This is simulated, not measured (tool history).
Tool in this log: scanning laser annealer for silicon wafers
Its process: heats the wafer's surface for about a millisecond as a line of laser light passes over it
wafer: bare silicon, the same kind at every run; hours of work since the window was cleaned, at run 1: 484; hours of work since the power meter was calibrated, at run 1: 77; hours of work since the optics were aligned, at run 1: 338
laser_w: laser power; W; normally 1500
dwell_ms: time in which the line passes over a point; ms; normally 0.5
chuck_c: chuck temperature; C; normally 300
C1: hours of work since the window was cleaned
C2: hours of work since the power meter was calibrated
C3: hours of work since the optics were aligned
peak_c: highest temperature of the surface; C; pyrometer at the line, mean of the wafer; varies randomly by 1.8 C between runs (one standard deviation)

run 1 hour=0 | laser_w=1500 dwell_ms=0.5 chuck_c=300 | C1=484 C2=77 C3=338 | peak_c=1024
run 2 hour=6.1 | laser_w=1500 dwell_ms=0.5 chuck_c=300 | C1=488 C2=81 C3=341 | peak_c=1025
run 3 hour=15.7 | laser_w=1500 dwell_ms=0.5 chuck_c=300 | C1=493 C2=86 C3=347 | peak_c=1025
run 4 hour=20.5 | laser_w=1500 dwell_ms=0.5 chuck_c=300 | C1=496 C2=89 C3=349 | peak_c=1027
run 5 hour=28.4 | laser_w=1500 dwell_ms=0.5 chuck_c=300 | C1=500 C2=93 C3=354 | peak_c=1020
run 6 hour=38.5 | laser_w=1500 dwell_ms=0.5 chuck_c=300 | C1=506 C2=99 C3=359 | peak_c=1024
run 7 hour=45.1 | laser_w=1500 dwell_ms=0.5 chuck_c=293 | C1=509 C2=102 C3=363 | peak_c=1019
run 8 hour=53.6 | laser_w=1500 dwell_ms=0.5 chuck_c=293 | C1=514 C2=107 C3=368 | peak_c=1015
run 9 hour=62.2 | laser_w=1500 dwell_ms=0.5 chuck_c=301 | C1=519 C2=112 C3=373 | peak_c=1024
run 10 hour=68.9 | laser_w=1500 dwell_ms=0.5 chuck_c=322 | C1=523 C2=116 C3=376 | peak_c=1045
run 11 hour=75.7 | laser_w=1500 dwell_ms=0.5 chuck_c=322 | C1=527 C2=120 C3=380 | peak_c=1044
run 12 hour=85.4 | laser_w=1500 dwell_ms=0.5 chuck_c=322 | C1=532 C2=125 C3=386 | peak_c=1040
run 13 hour=95.6 | laser_w=1500 dwell_ms=0.5 chuck_c=322 | C1=538 C2=131 C3=391 | peak_c=1042
run 14 hour=100.8 | laser_w=1500 dwell_ms=0.5 chuck_c=300 | C1=541 C2=134 C3=394 | peak_c=1022
run 15 hour=108.2 | laser_w=1500 dwell_ms=0.5 chuck_c=311 | C1=545 C2=138 C3=398 | peak_c=1030
run 16 hour=115.7 | laser_w=1500 dwell_ms=0.5 chuck_c=328 | C1=549 C2=142 C3=403 | peak_c=1048
run 17 hour=122.8 | laser_w=1500 dwell_ms=0.5 chuck_c=328 | C1=553 C2=146 C3=407 | peak_c=1051
run 18 hour=129.3 | laser_w=1500 dwell_ms=0.5 chuck_c=328 | C1=557 C2=150 C3=410 | peak_c=1049
run 19 hour=134.9 | laser_w=1500 dwell_ms=0.5 chuck_c=328 | C1=560 C2=153 C3=413 | peak_c=1050
run 20 hour=140.4 | laser_w=1500 dwell_ms=0.5 chuck_c=328 | C1=563 C2=156 C3=416 | peak_c=1050
run 21 hour=146.6 | laser_w=1500 dwell_ms=0.5 chuck_c=328 | C1=566 C2=159 C3=420 | peak_c=1047
run 22 hour=156.4 | laser_w=1281 dwell_ms=0.5 chuck_c=315 | C1=572 C2=165 C3=425 | peak_c=914
run 23 hour=164.9 | laser_w=1513 dwell_ms=0.377 chuck_c=269 | C1=577 C2=170 C3=430 | peak_c=882
run 24 hour=172.7 | laser_w=1513 dwell_ms=0.377 chuck_c=269 | C1=581 C2=174 C3=435 | peak_c=885
run 25 hour=183.2 | laser_w=1645 dwell_ms=0.424 chuck_c=334 | C1=587 C2=180 C3=440 | peak_c=1056
run 26 hour=191.7 | laser_w=1645 dwell_ms=0.424 chuck_c=334 | C1=592 C2=185 C3=445 | peak_c=1056
run 27 hour=199.1 | laser_w=1320 dwell_ms=0.392 chuck_c=330 | C1=596 C2=189 C3=449 | peak_c=865
-- hour=202.6 laser's power meter calibrated
run 28 hour=208 | laser_w=1458 dwell_ms=0.569 chuck_c=281 | C1=599 C2=3 C3=453 | peak_c=1032
run 29 hour=212.3 | laser_w=1457 dwell_ms=0.4 chuck_c=289 | C1=601 C2=5 C3=455 | peak_c=898
-- hour=221.6 laser's power meter calibrated, once more
run 30 hour=223.1 | laser_w=1537 dwell_ms=0.494 chuck_c=289 | C1=606 C2=1 C3=459 | peak_c=1017
run 31 hour=229.4 | laser_w=1367 dwell_ms=0.389 chuck_c=301 | C1=609 C2=4 C3=463 | peak_c=855
run 32 hour=239.4 | laser_w=1367 dwell_ms=0.389 chuck_c=301 | C1=615 C2=10 C3=469 | peak_c=853
run 33 hour=248.8 | laser_w=1638 dwell_ms=0.389 chuck_c=319 | C1=620 C2=15 C3=474 | peak_c=1000
run 34 hour=257.3 | laser_w=1285 dwell_ms=0.389 chuck_c=322 | C1=625 C2=20 C3=479 | peak_c=839
run 35 hour=261.7 | laser_w=1285 dwell_ms=0.389 chuck_c=322 | C1=627 C2=22 C3=481 | peak_c=838
run 36 hour=266.5 | laser_w=1285 dwell_ms=0.38 chuck_c=279 | C1=630 C2=25 C3=484 | peak_c=791
run 37 hour=273.7 | laser_w=1624 dwell_ms=0.5 chuck_c=340 | C1=634 C2=29 C3=488 | peak_c=1115
run 38 hour=279.4 | laser_w=1418 dwell_ms=0.452 chuck_c=300 | C1=637 C2=32 C3=491 | peak_c=931
run 39 hour=285.3 | laser_w=1385 dwell_ms=0.452 chuck_c=302 | C1=641 C2=36 C3=494 | peak_c=914
run 40 hour=290.2 | laser_w=1481 dwell_ms=0.5 chuck_c=316 | C1=643 C2=38 C3=497 | peak_c=1014
run 41 hour=296.7 | laser_w=1481 dwell_ms=0.5 chuck_c=316 | C1=647 C2=42 C3=501 | peak_c=1016

Across each entry between runs, compare the hidden state at the last listed run before it with the hidden state at the first listed run after it:
Run 27 -> run 28: laser's power meter calibrated (hour 202.6)
  light that passes the window, % of a clean one's: 94.75 -> 94.73; laser's true power over the reading, %: 0.11 -> 0.17
  measured result minus the result with no hidden state, peak_c: -36 -> -50 C
Run 29 -> run 30: laser's power meter calibrated, once more (hour 221.6)
  light that passes the window, % of a clean one's: 94.7 -> 94.66; laser's true power over the reading, %: 0.17 -> -0.01; width of the line over the set one, %: 0.84 -> 0.85
  measured result minus the result with no hidden state, peak_c: -41 -> -50 C
